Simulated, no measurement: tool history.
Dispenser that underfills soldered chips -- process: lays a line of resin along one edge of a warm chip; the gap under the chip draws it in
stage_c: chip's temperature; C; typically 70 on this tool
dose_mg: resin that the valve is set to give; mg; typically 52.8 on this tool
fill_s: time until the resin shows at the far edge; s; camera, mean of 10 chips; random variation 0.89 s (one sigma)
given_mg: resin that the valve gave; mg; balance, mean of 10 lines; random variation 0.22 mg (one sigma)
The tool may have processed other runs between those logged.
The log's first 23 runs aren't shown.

run,hour,stage_c,dose_mg,hours of work since the syringe was changed,hours of work since the valve was cleaned,hours of work since the stage was calibrated,fill_s,given_mg
24,192.2,82,47.8,5,56,132,91.3,45.88
# hour 194: new syringe of resin
25,202,76,55.3,5,62,139,109,52.63
# hour 203.9: new syringe of resin
26,212.2,76,55.3,5,68,145,106.7,53.44
# hour 213.4: new syringe of resin
27,218.5,62,64.6,3,72,149,147.1,62.01
# hour 223.4: new syringe of resin
28,227.9,71,52.9,3,78,155,106.3,49.77
# hour 233.1: new syringe of resin
29,233.6,69,52.9,0,81,158,90.4,50.4
# hour 243.3: new syringe of resin
30,243.5,74,52.8,0,88,164,76.1,50.01
31,250,74,52.8,4,92,169,108.4,49.89
# hour 253.7: new syringe of resin
# hour 256.2: dispensing valve cleaned and set on the balance
32,256.2,76,60.4,1,0,172,72.5,60.62
# hour 264.2: new syringe of resin
33,266.6,76,60.4,2,6,178,78.8,59.67
# hour 273.9: new syringe of resin
34,275.9,75,46.9,1,12,184,80.2,46.42

Predict each of these 4 candidate next runs independently; none follows another, all start after run 34:
# hour 284.2: new syringe of resin
A,284.8,71,52.8,0,18,190,?,?
# hour 284.2: new syringe of resin
B,284.8,63,52.8,0,18,190,?,?
# hour 284.2: new syringe of resin
C,284.8,67,63.1,0,18,190,?,?
# hour 284.2: new syringe of resin
D,284.8,77,47.2,0,18,190,?,?

run,fill_s,given_mg
A,84.8,52.48
B,111.1,51.88
C,94.1,62.12
D,70.4,46.91
Without the tool's hidden state the same runs would have given:
run,fill_s,given_mg
A,81.5,53.1
B,106.8,52.49
C,90.6,62.85
D,67.7,47.46
